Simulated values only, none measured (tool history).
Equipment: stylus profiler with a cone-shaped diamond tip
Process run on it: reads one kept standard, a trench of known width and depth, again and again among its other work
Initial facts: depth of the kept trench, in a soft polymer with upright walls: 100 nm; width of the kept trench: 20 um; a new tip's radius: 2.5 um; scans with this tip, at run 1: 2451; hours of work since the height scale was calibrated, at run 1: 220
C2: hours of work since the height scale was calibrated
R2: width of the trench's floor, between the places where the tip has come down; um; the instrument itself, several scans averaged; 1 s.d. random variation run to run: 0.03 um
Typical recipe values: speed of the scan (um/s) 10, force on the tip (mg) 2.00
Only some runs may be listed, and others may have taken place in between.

{"run": 1, "hour": 0.0, "speed of the scan (um/s)": 10, "force on the tip (mg)": 2.0, "scans with this tip": 2451, "C2": 220, "depth of the trench (nm)": 100.78, "R2": 18.17}
{"run": 2, "hour": 82.2, "speed of the scan (um/s)": 10, "force on the tip (mg)": 2.0, "scans with this tip": 2995, "C2": 268, "depth of the trench (nm)": 100.81, "R2": 18.13}
{"run": 3, "hour": 200.7, "speed of the scan (um/s)": 10, "force on the tip (mg)": 2.0, "scans with this tip": 3781, "C2": 339, "depth of the trench (nm)": 100.77, "R2": 18.01}
{"run": 4, "hour": 281.9, "speed of the scan (um/s)": 10, "force on the tip (mg)": 2.0, "scans with this tip": 4318, "C2": 387, "depth of the trench (nm)": 100.76, "R2": 17.96}
{"run": 5, "hour": 379.3, "speed of the scan (um/s)": 10, "force on the tip (mg)": 2.0, "scans with this tip": 4964, "C2": 445, "depth of the trench (nm)": 100.74, "R2": 17.82}
{"run": 6, "hour": 475.2, "speed of the scan (um/s)": 10, "force on the tip (mg)": 1.11, "scans with this tip": 5599, "C2": 502, "depth of the trench (nm)": 100.44, "R2": 17.82}
{"run": 7, "hour": 558.4, "speed of the scan (um/s)": 10, "force on the tip (mg)": 2.0, "scans with this tip": 6150, "C2": 551, "depth of the trench (nm)": 100.74, "R2": 17.68}
{"run": 8, "hour": 686.3, "speed of the scan (um/s)": 10, "force on the tip (mg)": 2.0, "scans with this tip": 6998, "C2": 627, "depth of the trench (nm)": 100.71, "R2": 17.64}
{"run": 9, "hour": 758.8, "speed of the scan (um/s)": 10, "force on the tip (mg)": 3.45, "scans with this tip": 7478, "C2": 670, "depth of the trench (nm)": 101.08, "R2": 17.58}
{"run": 10, "hour": 820.2, "speed of the scan (um/s)": 10, "force on the tip (mg)": 1.7, "scans with this tip": 7885, "C2": 706, "depth of the trench (nm)": 100.6, "R2": 17.61}
{"run": 11, "hour": 918.1, "speed of the scan (um/s)": 10, "force on the tip (mg)": 2.0, "scans with this tip": 8533, "C2": 764, "depth of the trench (nm)": 100.69, "R2": 17.54}
{"run": 12, "hour": 1047.9, "speed of the scan (um/s)": 10, "force on the tip (mg)": 2.0, "scans with this tip": 9393, "C2": 842, "depth of the trench (nm)": 100.64, "R2": 17.43}
{"run": 13, "hour": 1138.2, "speed of the scan (um/s)": 10, "force on the tip (mg)": 2.0, "scans with this tip": 9991, "C2": 895, "depth of the trench (nm)": 100.66, "R2": 17.36}
{"run": 14, "hour": 1212.8, "speed of the scan (um/s)": 10, "force on the tip (mg)": 2.0, "scans with this tip": 10486, "C2": 939, "depth of the trench (nm)": 100.62, "R2": 17.27}
{"hour": 1221.2, "done": "new tip fitted, height scale calibrated"}
{"run": 15, "hour": 1299.5, "speed of the scan (um/s)": 10, "force on the tip (mg)": 2.0, "scans with this tip": 519, "C2": 46, "depth of the trench (nm)": 100.87, "R2": 18.49}
{"run": 16, "hour": 1396.4, "speed of the scan (um/s)": 10, "force on the tip (mg)": 2.0, "scans with this tip": 1161, "C2": 104, "depth of the trench (nm)": 100.87, "R2": 18.45}
{"run": 17, "hour": 1457.7, "speed of the scan (um/s)": 10, "force on the tip (mg)": 2.0, "scans with this tip": 1567, "C2": 140, "depth of the trench (nm)": 100.86, "R2": 18.33}
{"run": 18, "hour": 1569.5, "speed of the scan (um/s)": 10, "force on the tip (mg)": 2.0, "scans with this tip": 2308, "C2": 207, "depth of the trench (nm)": 100.82, "R2": 18.23}
{"run": 19, "hour": 1667.5, "speed of the scan (um/s)": 14, "force on the tip (mg)": 2.0, "scans with this tip": 2957, "C2": 265, "depth of the trench (nm)": 100.82, "R2": 18.09}
{"run": 20, "hour": 1796.1, "speed of the scan (um/s)": 14, "force on the tip (mg)": 2.0, "scans with this tip": 3809, "C2": 341, "depth of the trench (nm)": 100.82, "R2": 18.01}
{"run": 21, "hour": 1854.1, "speed of the scan (um/s)": 19, "force on the tip (mg)": 2.0, "scans with this tip": 4193, "C2": 376, "depth of the trench (nm)": 100.81, "R2": 17.95}
{"run": 22, "hour": 1950.5, "speed of the scan (um/s)": 19, "force on the tip (mg)": 2.0, "scans with this tip": 4832, "C2": 433, "depth of the trench (nm)": 100.77, "R2": 17.91}
{"run": 23, "hour": 2069.2, "speed of the scan (um/s)": 19, "force on the tip (mg)": 2.0, "scans with this tip": 5618, "C2": 503, "depth of the trench (nm)": 100.72, "R2": 17.81}
{"run": 24, "hour": 2130.8, "speed of the scan (um/s)": 19, "force on the tip (mg)": 2.0, "scans with this tip": 6026, "C2": 540, "depth of the trench (nm)": 100.75, "R2": 17.81}
{"run": 25, "hour": 2194.5, "speed of the scan (um/s)": 19, "force on the tip (mg)": 2.0, "scans with this tip": 6448, "C2": 578, "depth of the trench (nm)": 100.77, "R2": 17.72}
{"run": 26, "hour": 2300.5, "speed of the scan (um/s)": 3, "force on the tip (mg)": 2.0, "scans with this tip": 7150, "C2": 641, "depth of the trench (nm)": 100.73, "R2": 17.72}
{"run": 27, "hour": 2413.4, "speed of the scan (um/s)": 26, "force on the tip (mg)": 1.48, "scans with this tip": 7898, "C2": 708, "depth of the trench (nm)": 100.59, "R2": 17.5}
{"run": 28, "hour": 2480.2, "speed of the scan (um/s)": 10, "force on the tip (mg)": 1.39, "scans with this tip": 8341, "C2": 747, "depth of the trench (nm)": 100.5, "R2": 17.5}
{"run": 29, "hour": 2596.3, "speed of the scan (um/s)": 3, "force on the tip (mg)": 5.39, "scans with this tip": 9110, "C2": 816, "depth of the trench (nm)": 101.51, "R2": 17.54}
{"run": 30, "hour": 2657.5, "speed of the scan (um/s)": 4, "force on the tip (mg)": 2.97, "scans with this tip": 9516, "C2": 853, "depth of the trench (nm)": 100.97, "R2": 17.48}
{"run": 31, "hour": 2722.6, "speed of the scan (um/s)": 4, "force on the tip (mg)": 2.97, "scans with this tip": 9947, "C2": 891, "depth of the trench (nm)": 100.93, "R2": 17.39}
{"hour": 2810.2, "done": "new tip fitted, height scale calibrated"}
{"run": 32, "hour": 2843.3, "speed of the scan (um/s)": 7, "force on the tip (mg)": 5.77, "scans with this tip": 219, "C2": 20, "depth of the trench (nm)": 101.79, "R2": 18.56}
{"run": 33, "hour": 2957.5, "speed of the scan (um/s)": 15, "force on the tip (mg)": 0.86, "scans with this tip": 976, "C2": 87, "depth of the trench (nm)": 100.52, "R2": 18.37}
{"run": 34, "hour": 3011.1, "speed of the scan (um/s)": 3, "force on the tip (mg)": 1.1, "scans with this tip": 1331, "C2": 119, "depth of the trench (nm)": 100.61, "R2": 18.33}
{"run": 35, "hour": 3117.9, "speed of the scan (um/s)": 4, "force on the tip (mg)": 0.9, "scans with this tip": 2038, "C2": 183, "depth of the trench (nm)": 100.52, "R2": 18.21}
{"run": 36, "hour": 3231.6, "speed of the scan (um/s)": 23, "force on the tip (mg)": 4.11, "scans with this tip": 2792, "C2": 250, "depth of the trench (nm)": 101.44, "R2": 18.15}
{"run": 37, "hour": 3314.3, "speed of the scan (um/s)": 2, "force on the tip (mg)": 2.9, "scans with this tip": 3340, "C2": 299, "depth of the trench (nm)": 101.09, "R2": 18.08}
{"run": 38, "hour": 3411.9, "speed of the scan (um/s)": 10, "force on the tip (mg)": 2.01, "scans with this tip": 3986, "C2": 357, "depth of the trench (nm)": 100.83, "R2": 18.04}
{"run": 39, "hour": 3475.4, "speed of the scan (um/s)": 10, "force on the tip (mg)": 0.86, "scans with this tip": 4407, "C2": 395, "depth of the trench (nm)": 100.44, "R2": 17.93}
{"run": 40, "hour": 3583.2, "speed of the scan (um/s)": 20, "force on the tip (mg)": 0.68, "scans with this tip": 5121, "C2": 459, "depth of the trench (nm)": 100.33, "R2": 17.82}
{"run": 41, "hour": 3671.3, "speed of the scan (um/s)": 38, "force on the tip (mg)": 1.22, "scans with this tip": 5705, "C2": 511, "depth of the trench (nm)": 100.54, "R2": 17.68}
{"run": 42, "hour": 3795.8, "speed of the scan (um/s)": 37, "force on the tip (mg)": 2.07, "scans with this tip": 6529, "C2": 585, "depth of the trench (nm)": 100.82, "R2": 17.62}
{"run": 43, "hour": 3907.4, "speed of the scan (um/s)": 23, "force on the tip (mg)": 3.27, "scans with this tip": 7269, "C2": 651, "depth of the trench (nm)": 101.13, "R2": 17.59}
{"run": 44, "hour": 3970.0, "speed of the scan (um/s)": 23, "force on the tip (mg)": 3.27, "scans with this tip": 7683, "C2": 688, "depth of the trench (nm)": 101.12, "R2": 17.58}
{"run": 45, "hour": 4077.8, "speed of the scan (um/s)": 23, "force on the tip (mg)": 3.27, "scans with this tip": 8397, "C2": 752, "depth of the trench (nm)": 101.09, "R2": 17.53}
{"run": 46, "hour": 4137.2, "speed of the scan (um/s)": 23, "force on the tip (mg)": 3.27, "scans with this tip": 8791, "C2": 788, "depth of the trench (nm)": 101.09, "R2": 17.55}
{"run": 47, "hour": 4213.2, "speed of the scan (um/s)": 4, "force on the tip (mg)": 1.04, "scans with this tip": 9295, "C2": 833, "depth of the trench (nm)": 100.41, "R2": 17.48}

Below are 3 alternative next runs, each starting from the tool's condition after run 47. Predict each:
{"run": "A", "hour": 4306.3, "speed of the scan (um/s)": 10, "force on the tip (mg)": 0.96, "scans with this tip": 9912, "C2": 888, "depth of the trench (nm)": "?", "R2": "?"}
{"run": "B", "hour": 4306.3, "speed of the scan (um/s)": 9, "force on the tip (mg)": 0.76, "scans with this tip": 9912, "C2": 888, "depth of the trench (nm)": "?", "R2": "?"}
{"run": "C", "hour": 4306.3, "speed of the scan (um/s)": 3, "force on the tip (mg)": 0.81, "scans with this tip": 9912, "C2": 888, "depth of the trench (nm)": "?", "R2": "?"}

run=A depth_of_the_trench_(nm)=100.38 R2=17.38
run=B depth_of_the_trench_(nm)=100.32 R2=17.37
run=C depth_of_the_trench_(nm)=100.35 R2=17.48
The same runs, with their run-to-run variation unchanged, on a tool lacking any hidden condition would have given:
run=A depth_of_the_trench_(nm)=100.54 R2=18.55
run=B depth_of_the_trench_(nm)=100.48 R2=18.54
run=C depth_of_the_trench_(nm)=100.51 R2=18.65

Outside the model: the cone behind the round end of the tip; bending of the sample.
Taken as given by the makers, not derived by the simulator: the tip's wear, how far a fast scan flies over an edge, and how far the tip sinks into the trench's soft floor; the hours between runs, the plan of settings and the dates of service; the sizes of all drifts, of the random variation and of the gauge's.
